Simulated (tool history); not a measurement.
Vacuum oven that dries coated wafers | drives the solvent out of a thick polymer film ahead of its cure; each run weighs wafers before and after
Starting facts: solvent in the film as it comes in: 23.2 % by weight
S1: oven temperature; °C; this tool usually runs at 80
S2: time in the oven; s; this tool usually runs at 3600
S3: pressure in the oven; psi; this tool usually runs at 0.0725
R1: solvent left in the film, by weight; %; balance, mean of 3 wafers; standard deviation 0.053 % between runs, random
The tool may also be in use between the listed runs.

run 1 hour=0 | S1=80 S2=3600 S3=0.0725 | R1=1.69
run 2 hour=29.1 | S1=80 S2=3600 S3=0.0725 | R1=1.63
run 3 hour=84.4 | S1=80 S2=3600 S3=0.0725 | R1=1.7
run 4 hour=128.1 | S1=80 S2=3600 S3=0.0725 | R1=1.57
run 5 hour=162.8 | S1=80 S2=3600 S3=0.0725 | R1=1.65
run 6 hour=218 | S1=80 S2=3600 S3=0.0725 | R1=1.64
run 7 hour=274.8 | S1=80 S2=3600 S3=0.0725 | R1=1.73
run 8 hour=321.1 | S1=80 S2=3600 S3=0.0725 | R1=1.63
run 9 hour=354.2 | S1=80 S2=3600 S3=0.0725 | R1=1.72
run 10 hour=411.5 | S1=80 S2=3600 S3=0.0725 | R1=1.65
run 11 hour=472.7 | S1=80 S2=3600 S3=0.0725 | R1=1.63
run 12 hour=504 | S1=71 S2=1980 S3=0.0912 | R1=8.51
run 13 hour=547.3 | S1=80 S2=4860 S3=0.0725 | R1=0.86
run 14 hour=594.4 | S1=83 S2=3600 S3=0.0725 | R1=1.01
run 15 hour=647.6 | S1=83 S2=2220 S3=0.0725 | R1=3.06
run 16 hour=678.5 | S1=70 S2=2280 S3=0.0764 | R1=7.96
run 17 hour=714.3 | S1=66 S2=3600 S3=0.0725 | R1=6.45
run 18 hour=777.9 | S1=77 S2=3600 S3=0.1096 | R1=2.41

Run 19 comes next. What will it give?
run 19 hour=813.9 | S1=77 S2=2220 S3=0.06 | R1=?

{"run 19": {"R1": 5.11}}
On a tool with no hidden condition, and with the same random variation, this run would have come out at R1 5.07 %.
